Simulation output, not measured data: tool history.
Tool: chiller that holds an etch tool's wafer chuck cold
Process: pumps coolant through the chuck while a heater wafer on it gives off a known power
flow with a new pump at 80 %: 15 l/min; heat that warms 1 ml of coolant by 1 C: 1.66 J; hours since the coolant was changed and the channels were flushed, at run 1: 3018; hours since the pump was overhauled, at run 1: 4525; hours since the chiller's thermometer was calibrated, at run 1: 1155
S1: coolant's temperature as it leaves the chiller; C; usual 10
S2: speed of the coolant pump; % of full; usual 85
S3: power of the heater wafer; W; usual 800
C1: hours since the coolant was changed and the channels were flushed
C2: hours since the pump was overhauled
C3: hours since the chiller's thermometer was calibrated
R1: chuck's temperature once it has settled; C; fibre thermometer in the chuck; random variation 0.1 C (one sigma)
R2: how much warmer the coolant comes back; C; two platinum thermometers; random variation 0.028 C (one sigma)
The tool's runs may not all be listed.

{"run": 1, "hour": 0.0, "S1": 10, "S2": 85, "S3": 800, "C1": 3018, "C2": 4525, "C3": 1155, "R1": 22.3, "R2": 2.23}
{"run": 2, "hour": 133.0, "S1": 10, "S2": 85, "S3": 800, "C1": 3151, "C2": 4658, "C3": 1288, "R1": 22.2, "R2": 2.19}
{"run": 3, "hour": 214.7, "S1": 10, "S2": 85, "S3": 800, "C1": 3232, "C2": 4740, "C3": 1369, "R1": 22.6, "R2": 2.22}
{"run": 4, "hour": 378.1, "S1": 10, "S2": 87, "S3": 800, "C1": 3396, "C2": 4903, "C3": 1533, "R1": 22.6, "R2": 2.14}
{"run": 5, "hour": 465.6, "S1": 10, "S2": 87, "S3": 800, "C1": 3483, "C2": 4991, "C3": 1620, "R1": 22.5, "R2": 2.16}
{"run": 6, "hour": 612.5, "S1": 10, "S2": 85, "S3": 800, "C1": 3630, "C2": 5138, "C3": 1767, "R1": 23.0, "R2": 2.2}
{"hour": 671.1, "done": "coolant changed, channels flushed"}
{"run": 7, "hour": 762.1, "S1": 10, "S2": 85, "S3": 800, "C1": 91, "C2": 5281, "C3": 1911, "R1": 20.4, "R2": 2.19}
{"run": 8, "hour": 932.3, "S1": 10, "S2": 85, "S3": 800, "C1": 261, "C2": 5451, "C3": 2081, "R1": 20.3, "R2": 2.29}
{"run": 9, "hour": 1063.7, "S1": 10, "S2": 85, "S3": 800, "C1": 393, "C2": 5583, "C3": 2212, "R1": 20.5, "R2": 2.3}
{"run": 10, "hour": 1176.4, "S1": 10, "S2": 85, "S3": 800, "C1": 505, "C2": 5696, "C3": 2325, "R1": 20.6, "R2": 2.27}
{"run": 11, "hour": 1248.7, "S1": 10, "S2": 87, "S3": 800, "C1": 578, "C2": 5768, "C3": 2397, "R1": 20.6, "R2": 2.23}
{"run": 12, "hour": 1337.2, "S1": 10, "S2": 87, "S3": 800, "C1": 666, "C2": 5856, "C3": 2486, "R1": 20.5, "R2": 2.21}
{"hour": 1471.3, "done": "coolant pump overhauled"}
{"run": 13, "hour": 1476.3, "S1": 10, "S2": 87, "S3": 800, "C1": 800, "C2": 5, "C3": 2620, "R1": 19.2, "R2": 1.78}
{"run": 14, "hour": 1575.0, "S1": 2, "S2": 66, "S3": 1154, "C1": 899, "C2": 104, "C3": 2719, "R1": 18.2, "R2": 3.41}
{"run": 15, "hour": 1733.6, "S1": 2, "S2": 64, "S3": 1154, "C1": 1057, "C2": 262, "C3": 2877, "R1": 18.8, "R2": 3.51}
{"run": 16, "hour": 1890.8, "S1": 2, "S2": 64, "S3": 1154, "C1": 1215, "C2": 419, "C3": 3034, "R1": 19.0, "R2": 3.52}
{"run": 17, "hour": 2017.8, "S1": 10, "S2": 85, "S3": 737, "C1": 1342, "C2": 546, "C3": 3161, "R1": 19.2, "R2": 1.71}
{"run": 18, "hour": 2185.8, "S1": 9, "S2": 85, "S3": 800, "C1": 1510, "C2": 714, "C3": 3329, "R1": 19.1, "R2": 1.89}
{"hour": 2196.5, "done": "chiller's thermometer calibrated"}
{"run": 19, "hour": 2287.2, "S1": 9, "S2": 86, "S3": 497, "C1": 1610, "C2": 815, "C3": 91, "R1": 15.0, "R2": 1.14}
{"run": 20, "hour": 2434.9, "S1": 9, "S2": 86, "S3": 497, "C1": 1758, "C2": 963, "C3": 238, "R1": 14.9, "R2": 1.14}
{"hour": 2457.8, "done": "chiller's thermometer calibrated, once more"}
{"run": 21, "hour": 2527.7, "S1": 10, "S2": 90, "S3": 467, "C1": 1850, "C2": 1054, "C3": 70, "R1": 15.9, "R2": 1.04}
{"run": 22, "hour": 2658.5, "S1": 0, "S2": 86, "S3": 473, "C1": 1980, "C2": 1185, "C3": 201, "R1": 6.2, "R2": 1.12}
{"run": 23, "hour": 2778.3, "S1": 10, "S2": 83, "S3": 752, "C1": 2100, "C2": 1305, "C3": 321, "R1": 20.4, "R2": 1.83}
{"run": 24, "hour": 2941.8, "S1": 3, "S2": 76, "S3": 800, "C1": 2264, "C2": 1468, "C3": 484, "R1": 14.5, "R2": 2.14}
{"run": 25, "hour": 3048.6, "S1": 3, "S2": 76, "S3": 800, "C1": 2370, "C2": 1575, "C3": 591, "R1": 14.8, "R2": 2.17}
{"run": 26, "hour": 3179.6, "S1": 2, "S2": 72, "S3": 916, "C1": 2502, "C2": 1706, "C3": 722, "R1": 16.3, "R2": 2.59}

Forecast each of these 5 alternatives for the next run:
{"run": "A", "hour": 3293.3, "S1": 2, "S2": 86, "S3": 916, "C1": 2615, "C2": 1820, "C3": 836, "R1": "?", "R2": "?"}
{"run": "B", "hour": 3293.3, "S1": 14, "S2": 85, "S3": 945, "C1": 2615, "C2": 1820, "C3": 836, "R1": "?", "R2": "?"}
{"run": "C", "hour": 3293.3, "S1": 13, "S2": 72, "S3": 916, "C1": 2615, "C2": 1820, "C3": 836, "R1": "?", "R2": "?"}
{"run": "D", "hour": 3293.3, "S1": 10, "S2": 96, "S3": 544, "C1": 2615, "C2": 1820, "C3": 836, "R1": "?", "R2": "?"}
{"run": "E", "hour": 3293.3, "S1": 10, "S2": 88, "S3": 575, "C1": 2615, "C2": 1820, "C3": 836, "R1": "?", "R2": "?"}

run=A R1=14.9 R2=2.17
run=B R1=27.4 R2=2.28
run=C R1=27.2 R2=2.63
run=D R1=17.1 R2=1.16
run=E R1=17.9 R2=1.38
Without the tool's hidden state the same runs would have given:
run=A R1=12.6 R2=2.03
run=B R1=25.0 R2=2.13
run=C R1=24.7 R2=2.46
run=D R1=15.8 R2=1.09
run=E R1=16.5 R2=1.30

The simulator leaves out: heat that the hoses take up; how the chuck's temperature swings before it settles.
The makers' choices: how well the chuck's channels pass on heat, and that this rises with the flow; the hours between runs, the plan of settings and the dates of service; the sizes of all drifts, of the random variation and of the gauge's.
